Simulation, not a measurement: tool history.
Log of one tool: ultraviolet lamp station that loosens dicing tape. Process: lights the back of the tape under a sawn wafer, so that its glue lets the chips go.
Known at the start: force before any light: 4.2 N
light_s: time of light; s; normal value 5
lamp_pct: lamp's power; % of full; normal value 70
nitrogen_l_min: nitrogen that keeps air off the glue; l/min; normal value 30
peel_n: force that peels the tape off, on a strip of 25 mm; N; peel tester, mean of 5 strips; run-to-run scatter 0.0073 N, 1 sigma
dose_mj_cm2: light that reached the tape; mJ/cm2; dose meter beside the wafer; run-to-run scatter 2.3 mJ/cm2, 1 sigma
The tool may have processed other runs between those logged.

run  hour  light_s  lamp_pct  nitrogen_l_min  peel_n  dose_mj_cm2
  1     0        5        70              30   0.277          226
  2     5        5        92              30   0.187          300
  3  10.4        5        92              30   0.183          302
  4  16.9        5        92              30   0.179          298
  5  24.2        5        92              30   0.182          299
  6    28        5        92              30   0.178          302
  7  32.1        5        92              30   0.194          297
  8  39.3        9        92              30   0.142          538
  9  43.5        9        92              30   0.146          540
 10  48.3        9        92              30   0.152          541
 11  56.3        4        92              30   0.251          239

Forecast run 12:
 12  61.1        3        70              30       ?            ?

Logged for run 12: peel_n 0.663 N, dose_mj_cm2 136 mJ/cm2.
Take away the tool's hidden state, keep the run-to-run variation as it was, and the same run would have given peel_n 0.662 N, dose_mj_cm2 136 mJ/cm2.
